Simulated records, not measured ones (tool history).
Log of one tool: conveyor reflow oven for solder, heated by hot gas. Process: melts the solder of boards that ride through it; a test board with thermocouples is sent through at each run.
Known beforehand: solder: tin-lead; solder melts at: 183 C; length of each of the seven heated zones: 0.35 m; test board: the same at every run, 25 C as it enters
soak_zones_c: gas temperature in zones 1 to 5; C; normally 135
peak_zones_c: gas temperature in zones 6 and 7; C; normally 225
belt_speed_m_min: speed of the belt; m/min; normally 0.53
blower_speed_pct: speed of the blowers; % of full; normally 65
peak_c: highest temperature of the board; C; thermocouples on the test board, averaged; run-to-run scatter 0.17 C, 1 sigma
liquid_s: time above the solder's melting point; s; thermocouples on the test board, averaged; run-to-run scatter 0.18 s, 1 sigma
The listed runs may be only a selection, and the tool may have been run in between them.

run   hour  soak_zones_c  peak_zones_c  belt_speed_m_min  blower_speed_pct  peak_c  liquid_s
  1      0           135           225              0.53                65   211.9        54
        30  -- thermocouples of zones 6 and 7 changed
  2     30           135           225              0.53                65   210.1      52.9
  3     50           135           225              0.54                65   209.9      51.2
  4   62.4           135           225              0.53                65   210.2      52.5
  5     77           135           225              0.53                65   210.1      52.5
  6   94.4           135           225              0.53                65   210.2      52.5
  7  120.8           135           225              0.53                65     210      52.4
  8  146.2           135           225              0.53                65   210.2      52.6
  9  160.4           135           225              0.53                65   210.2      52.4
 10    180           135           225              0.53                65   210.3      52.4
 11  202.1           124           225             0.428                65   214.3        68
     208.9  -- flux residue cleaned out of gas plates and filters
 12  222.8           124           225             0.428                65     214      67.7
 13    248           124           225             0.428                65     214      67.6
 14  268.7           133           215             0.596                83     201      36.9
 15  280.4           135           233              0.53                65   216.5      58.3
 16  307.9           135           233              0.53                65   216.2      58.7
     319.9  -- flux residue cleaned out of gas plates and filters, once more
 17  334.9           135           223             0.494                65   210.5      58.3
 18  352.7           135           223             0.494                65   211.3      58.3
 19  369.2           135           223             0.494                65   211.4      58.2
 20    381           144           215             0.594                73   202.1      41.8

Here are 3 independent what-if runs from the current tool condition. What would each one return?
  A   407           131           214              0.53                65       ?         ?
  B   407           144           215             0.578                80       ?         ?
  C   407           144           220             0.449                54       ?         ?

run  peak_c  liquid_s
  A   200.1      39.5
  B   204.1      46.5
  C   209.3      66.1
With the hidden condition removed and each run's random variation left untouched, the same runs would have given:
run  peak_c  liquid_s
  A     200      39.3
  B   204.1      46.3
  C   209.1      65.6
